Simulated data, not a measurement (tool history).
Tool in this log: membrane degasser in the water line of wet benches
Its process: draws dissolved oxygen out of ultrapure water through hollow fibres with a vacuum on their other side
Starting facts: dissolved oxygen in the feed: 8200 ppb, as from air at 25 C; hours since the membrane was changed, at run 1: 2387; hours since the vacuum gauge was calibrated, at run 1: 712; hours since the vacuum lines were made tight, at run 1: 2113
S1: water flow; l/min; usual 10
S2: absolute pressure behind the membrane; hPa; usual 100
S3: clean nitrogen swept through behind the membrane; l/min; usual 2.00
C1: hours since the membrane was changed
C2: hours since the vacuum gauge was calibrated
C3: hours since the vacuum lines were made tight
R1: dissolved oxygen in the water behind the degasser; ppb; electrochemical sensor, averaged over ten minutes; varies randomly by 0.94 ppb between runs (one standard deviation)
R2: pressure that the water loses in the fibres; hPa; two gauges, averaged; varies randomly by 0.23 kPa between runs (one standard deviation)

run 1 hour=0.0 | S1=10 S2=100 S3=2.00 | C1=2387 C2=712 C3=2113 | R1=93.0 R2=572.3
run 2 hour=53.2 | S1=10 S2=100 S3=2.00 | C1=2440 C2=765 C3=2167 | R1=92.5 R2=573.3
run 3 hour=139.0 | S1=10 S2=100 S3=6.00 | C1=2526 C2=851 C3=2252 | R1=37.9 R2=570.5
run 4 hour=243.4 | S1=10 S2=100 S3=6.00 | C1=2630 C2=956 C3=2357 | R1=36.6 R2=574.6
run 5 hour=342.9 | S1=16 S2=100 S3=2.00 | C1=2730 C2=1055 C3=2456 | R1=154.5 R2=923.0
run 6 hour=409.3 | S1=10 S2=193 S3=2.00 | C1=2796 C2=1121 C3=2523 | R1=207.5 R2=571.1
run 7 hour=480.9 | S1=10 S2=196 S3=2.00 | C1=2868 C2=1193 C3=2594 | R1=208.6 R2=574.2
run 8 hour=559.7 | S1=10 S2=196 S3=2.00 | C1=2947 C2=1272 C3=2673 | R1=208.4 R2=575.1
run 9 hour=634.2 | S1=10 S2=192 S3=2.00 | C1=3021 C2=1346 C3=2748 | R1=205.9 R2=574.5
run 10 hour=709.8 | S1=7 S2=100 S3=2.00 | C1=3097 C2=1422 C3=2823 | R1=66.7 R2=400.8
run 11 hour=787.8 | S1=7 S2=100 S3=2.00 | C1=3175 C2=1500 C3=2901 | R1=65.2 R2=403.4
run 12 hour=842.4 | S1=10 S2=100 S3=2.72 | C1=3229 C2=1555 C3=2956 | R1=71.3 R2=580.9
run 13 hour=935.0 | S1=10 S2=158 S3=2.00 | C1=3322 C2=1647 C3=3048 | R1=165.9 R2=575.7
run 14 hour=1013.6 | S1=10 S2=118 S3=2.00 | C1=3401 C2=1726 C3=3127 | R1=112.9 R2=576.7
run 15 hour=1070.8 | S1=10 S2=100 S3=2.00 | C1=3458 C2=1783 C3=3184 | R1=94.3 R2=575.2
run 16 hour=1148.3 | S1=10 S2=100 S3=2.00 | C1=3535 C2=1860 C3=3262 | R1=94.7 R2=577.6
run 17 hour=1203.1 | S1=7 S2=100 S3=2.00 | C1=3590 C2=1915 C3=3316 | R1=65.8 R2=405.1
run 18 hour=1291.7 | S1=7 S2=90 S3=2.40 | C1=3679 C2=2004 C3=3405 | R1=48.2 R2=404.7
run 19 hour=1361.1 | S1=7 S2=90 S3=2.40 | C1=3748 C2=2073 C3=3474 | R1=48.6 R2=407.0
run 20 hour=1422.8 | S1=7 S2=148 S3=1.36 | C1=3810 C2=2135 C3=3536 | R1=153.8 R2=405.4
run 21 hour=1506.8 | S1=7 S2=148 S3=1.36 | C1=3894 C2=2219 C3=3620 | R1=155.4 R2=409.3
run 22 hour=1581.0 | S1=8 S2=99 S3=3.80 | C1=3968 C2=2293 C3=3694 | R1=42.6 R2=463.5
run 23 hour=1656.1 | S1=10 S2=100 S3=4.20 | C1=4043 C2=2368 C3=3769 | R1=51.5 R2=579.2
run 24 hour=1728.6 | S1=10 S2=100 S3=4.20 | C1=4115 C2=2441 C3=3842 | R1=50.9 R2=578.7
run 25 hour=1798.2 | S1=8 S2=96 S3=2.44 | C1=4185 C2=2510 C3=3912 | R1=61.3 R2=463.5
run 26 hour=1845.2 | S1=8 S2=96 S3=2.44 | C1=4232 C2=2557 C3=3959 | R1=60.8 R2=466.1
run 27 hour=1907.6 | S1=6 S2=109 S3=2.00 | C1=4295 C2=2620 C3=4021 | R1=64.7 R2=350.1
run 28 hour=1995.0 | S1=6 S2=109 S3=2.00 | C1=4382 C2=2707 C3=4108 | R1=65.2 R2=348.4
run 29 hour=2049.7 | S1=8 S2=113 S3=5.00 | C1=4437 C2=2762 C3=4163 | R1=39.6 R2=463.9
run 30 hour=2120.5 | S1=8 S2=144 S3=5.00 | C1=4507 C2=2833 C3=4234 | R1=53.3 R2=468.7
run 31 hour=2227.1 | S1=8 S2=118 S3=1.53 | C1=4614 C2=2939 C3=4340 | R1=122.2 R2=468.0
run 32 hour=2304.1 | S1=6 S2=100 S3=2.00 | C1=4691 C2=3016 C3=4418 | R1=58.4 R2=348.9

Selected run-to-run steps in R1, each split into two signed amounts: the part the tool would show with no hidden state at all (from settings, incoming material and random variation), and the remainder, which goes to the hidden state together with any gauge scatter not common to the measured and the hidden-state-free results:
What the log doesn't record here: membrane still open, %; true pressure behind the membrane over the reading, kPa; air that leaks in behind the membrane, l/min; drift of the gauge itself on oxygen_ppb, %; drift of the gauge itself on loss_of_pressure_kpa, %.
Run 4 -> 5: S1 10 -> 16, S3 6.00 -> 2.00. R1 +117.9 ppb: hidden state +3.4, all else +114.5.
Run 9 -> 10: S1 10 -> 7, S2 192 -> 100. R1 -139.2 ppb: hidden state -3.4, all else -135.8.
Run 19 -> 20: S2 90 -> 148, S3 2.40 -> 1.36. R1 +105.2 ppb: hidden state +5.3, all else +99.9.
Run 21 -> 22: S1 7 -> 8, S2 148 -> 99, S3 1.36 -> 3.80. R1 -112.8 ppb: hidden state -5.9, all else -106.9.
Run 30 -> 31: S2 144 -> 118, S3 5.00 -> 1.53. R1 +68.9 ppb: hidden state +4.7, all else +64.2.
